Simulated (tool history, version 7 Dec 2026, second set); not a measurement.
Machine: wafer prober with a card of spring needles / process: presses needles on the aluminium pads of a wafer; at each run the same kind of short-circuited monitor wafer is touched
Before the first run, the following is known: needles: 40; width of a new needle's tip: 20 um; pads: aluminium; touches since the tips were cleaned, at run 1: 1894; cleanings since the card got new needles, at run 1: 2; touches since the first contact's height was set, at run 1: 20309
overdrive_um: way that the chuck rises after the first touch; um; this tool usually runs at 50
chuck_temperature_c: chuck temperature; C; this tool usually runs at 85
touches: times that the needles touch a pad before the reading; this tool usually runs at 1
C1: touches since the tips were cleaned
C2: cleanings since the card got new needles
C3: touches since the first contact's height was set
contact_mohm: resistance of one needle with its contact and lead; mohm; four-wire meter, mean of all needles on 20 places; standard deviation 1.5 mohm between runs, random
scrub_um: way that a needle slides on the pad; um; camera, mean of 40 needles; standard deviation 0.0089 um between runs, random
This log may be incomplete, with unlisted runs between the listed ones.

run 1 hour=0 | overdrive_um=50 chuck_temperature_c=85 touches=1 | C1=1894 C2=2 C3=20309 | contact_mohm=147 scrub_um=6.817
run 2 hour=8 | overdrive_um=50 chuck_temperature_c=85 touches=1 | C1=4264 C2=2 C3=22679 | contact_mohm=148 scrub_um=6.816
run 3 hour=21.2 | overdrive_um=50 chuck_temperature_c=85 touches=1 | C1=8151 C2=2 C3=26566 | contact_mohm=146 scrub_um=6.821
-- hour=24 tips cleaned on abrasive film
run 4 hour=29.4 | overdrive_um=50 chuck_temperature_c=85 touches=1 | C1=1602 C2=3 C3=28976 | contact_mohm=145 scrub_um=6.807
run 5 hour=36.2 | overdrive_um=50 chuck_temperature_c=85 touches=1 | C1=3604 C2=3 C3=30978 | contact_mohm=145 scrub_um=6.816
run 6 hour=48.7 | overdrive_um=50 chuck_temperature_c=85 touches=1 | C1=7294 C2=3 C3=34668 | contact_mohm=145 scrub_um=6.81
-- hour=54.1 tips cleaned on abrasive film
run 7 hour=56.7 | overdrive_um=50 chuck_temperature_c=85 touches=1 | C1=789 C2=4 C3=37028 | contact_mohm=147 scrub_um=6.81
run 8 hour=68.2 | overdrive_um=50 chuck_temperature_c=36 touches=1 | C1=4178 C2=4 C3=40417 | contact_mohm=137 scrub_um=6.817
run 9 hour=81.5 | overdrive_um=50 chuck_temperature_c=36 touches=1 | C1=8102 C2=4 C3=44341 | contact_mohm=137 scrub_um=6.795
-- hour=84.1 tips cleaned on abrasive film
run 10 hour=90.2 | overdrive_um=50 chuck_temperature_c=36 touches=1 | C1=1793 C2=5 C3=46878 | contact_mohm=137 scrub_um=6.807
run 11 hour=100.4 | overdrive_um=55 chuck_temperature_c=36 touches=1 | C1=4834 C2=5 C3=49919 | contact_mohm=134 scrub_um=7.503
run 12 hour=107.6 | overdrive_um=55 chuck_temperature_c=36 touches=1 | C1=6951 C2=5 C3=52036 | contact_mohm=134 scrub_um=7.483
-- hour=113.9 tips cleaned on abrasive film
run 13 hour=120.5 | overdrive_um=55 chuck_temperature_c=36 touches=2 | C1=1946 C2=6 C3=55817 | contact_mohm=134 scrub_um=7.488
run 14 hour=127.7 | overdrive_um=55 chuck_temperature_c=36 touches=2 | C1=4069 C2=6 C3=57940 | contact_mohm=136 scrub_um=7.482
run 15 hour=138.2 | overdrive_um=55 chuck_temperature_c=36 touches=1 | C1=7181 C2=6 C3=61052 | contact_mohm=136 scrub_um=7.494
-- hour=143.6 tips cleaned on abrasive film
run 16 hour=149.6 | overdrive_um=63 chuck_temperature_c=36 touches=1 | C1=1783 C2=7 C3=64405 | contact_mohm=128 scrub_um=8.57
run 17 hour=155.9 | overdrive_um=63 chuck_temperature_c=36 touches=1 | C1=3651 C2=7 C3=66273 | contact_mohm=131 scrub_um=8.573
run 18 hour=163.7 | overdrive_um=63 chuck_temperature_c=36 touches=3 | C1=5931 C2=7 C3=68553 | contact_mohm=131 scrub_um=8.587
run 19 hour=169.9 | overdrive_um=63 chuck_temperature_c=36 touches=3 | C1=7775 C2=7 C3=70397 | contact_mohm=130 scrub_um=8.589
-- hour=174 tips cleaned on abrasive film
run 20 hour=178.3 | overdrive_um=35 chuck_temperature_c=39 touches=3 | C1=1274 C2=8 C3=72858 | contact_mohm=149 scrub_um=4.765
run 21 hour=186.3 | overdrive_um=45 chuck_temperature_c=39 touches=3 | C1=3633 C2=8 C3=75217 | contact_mohm=144 scrub_um=6.122
run 22 hour=198.6 | overdrive_um=45 chuck_temperature_c=39 touches=3 | C1=7277 C2=8 C3=78861 | contact_mohm=139 scrub_um=6.133
-- hour=203.9 tips cleaned on abrasive film
run 23 hour=209.9 | overdrive_um=64 chuck_temperature_c=85 touches=2 | C1=1772 C2=9 C3=82172 | contact_mohm=139 scrub_um=8.715
run 24 hour=217.8 | overdrive_um=35 chuck_temperature_c=90 touches=2 | C1=4092 C2=9 C3=84492 | contact_mohm=160 scrub_um=4.748
run 25 hour=226.9 | overdrive_um=50 chuck_temperature_c=59 touches=1 | C1=6801 C2=9 C3=87201 | contact_mohm=140 scrub_um=6.817
-- hour=227.9 height of the first contact set anew
-- hour=234 tips cleaned on abrasive film
run 26 hour=234 | overdrive_um=50 chuck_temperature_c=92 touches=2 | C1=0 C2=10 C3=1787 | contact_mohm=147 scrub_um=6.808
run 27 hour=247.6 | overdrive_um=38 chuck_temperature_c=85 touches=1 | C1=4015 C2=10 C3=5802 | contact_mohm=157 scrub_um=5.176
run 28 hour=257.6 | overdrive_um=46 chuck_temperature_c=85 touches=1 | C1=6962 C2=10 C3=8749 | contact_mohm=148 scrub_um=6.239

Estimate the outcome of run 29 from the log above:
-- hour=264 tips cleaned on abrasive film
run 29 hour=269.5 | overdrive_um=46 chuck_temperature_c=85 touches=1 | C1=1604 C2=11 C3=12236 | contact_mohm=? scrub_um=?

contact_mohm: 151 mohm
scrub_um: 6.267 um
On a tool with no hidden condition, and with the same random variation, this run would have come out at contact_mohm 151 mohm, scrub_um 6.267 um.
